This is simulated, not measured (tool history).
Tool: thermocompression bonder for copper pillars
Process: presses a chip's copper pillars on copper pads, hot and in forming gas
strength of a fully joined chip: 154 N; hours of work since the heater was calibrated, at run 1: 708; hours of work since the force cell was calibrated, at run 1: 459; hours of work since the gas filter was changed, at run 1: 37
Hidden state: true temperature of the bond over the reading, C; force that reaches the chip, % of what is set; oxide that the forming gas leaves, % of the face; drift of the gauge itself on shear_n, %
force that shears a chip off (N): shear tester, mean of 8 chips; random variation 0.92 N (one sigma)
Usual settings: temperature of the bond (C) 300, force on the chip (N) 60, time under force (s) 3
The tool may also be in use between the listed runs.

| run | hour | temperature of the bond (C) | force on the chip (N) | time under force (s) | hours of work since the heater was calibrated | hours of work since the force cell was calibrated | hours of work since the gas filter was changed | force that shears a chip off (N) |
|---|---|---|---|---|---|---|---|---|
| 1 | 0 | 300 | 60 | 3 | 708 | 459 | 37 | 75.6 |
| 2 | 59.4 | 300 | 60 | 3 | 754 | 505 | 82 | 74.5 |
| 3 | 121.9 | 300 | 60 | 3 | 802 | 553 | 130 | 73.8 |
| 4 | 199.3 | 300 | 60 | 3 | 861 | 612 | 190 | 72 |
| 5 | 265 | 300 | 60 | 3 | 912 | 663 | 241 | 70.7 |
| 6 | 322 | 300 | 43 | 3 | 956 | 707 | 284 | 59.8 |
| 7 | 412.1 | 300 | 43 | 2 | 1025 | 776 | 354 | 50.9 |
|  | 430.8 | force cell calibrated |
|  | 459.9 | forming gas filter changed |
| 8 | 485.1 | 300 | 43 | 2 | 1080 | 41 | 19 | 51.2 |
| 9 | 534.3 | 300 | 43 | 2 | 1118 | 79 | 57 | 49.6 |
| 10 | 609.7 | 309 | 43 | 7 | 1176 | 137 | 115 | 88.2 |
| 11 | 662.1 | 302 | 60 | 2 | 1216 | 178 | 156 | 59.9 |
| 12 | 715.4 | 277 | 60 | 2 | 1257 | 219 | 197 | 44.1 |
| 13 | 764.9 | 300 | 60 | 8 | 1295 | 257 | 235 | 92.3 |
| 14 | 814.4 | 281 | 60 | 3 | 1333 | 295 | 273 | 53.3 |
| 15 | 888.1 | 281 | 60 | 3 | 1390 | 352 | 330 | 51.6 |
|  | 906.3 | heater calibrated with a thermocouple chip |
| 16 | 932.9 | 281 | 60 | 3 | 20 | 385 | 363 | 61.1 |

5 ways to go on from here, each from the tool as it stands after run 16. What would each give?
|  | 967.1 | forming gas filter changed |
| A | 1002.3 | 307 | 60 | 3 | 73 | 438 | 27 | ? |
|  | 967.1 | forming gas filter changed |
| B | 1002.3 | 277 | 40 | 3 | 73 | 438 | 27 | ? |
|  | 967.1 | forming gas filter changed |
| C | 1002.3 | 329 | 66 | 5 | 73 | 438 | 27 | ? |
|  | 967.1 | forming gas filter changed |
| D | 1002.3 | 284 | 50 | 5 | 73 | 438 | 27 | ? |
|  | 967.1 | forming gas filter changed |
| E | 1002.3 | 330 | 43 | 4 | 73 | 438 | 27 | ? |

| run | force that shears a chip off (N) |
|---|---|
| A | 84.3 |
| B | 48.3 |
| C | 117 |
| D | 71.8 |
| E | 96.8 |
Without the tool's hidden state the same runs would have given:
| run | force that shears a chip off (N) |
|---|---|
| A | 83.9 |
| B | 48 |
| C | 116.8 |
| D | 71.4 |
| E | 96.4 |
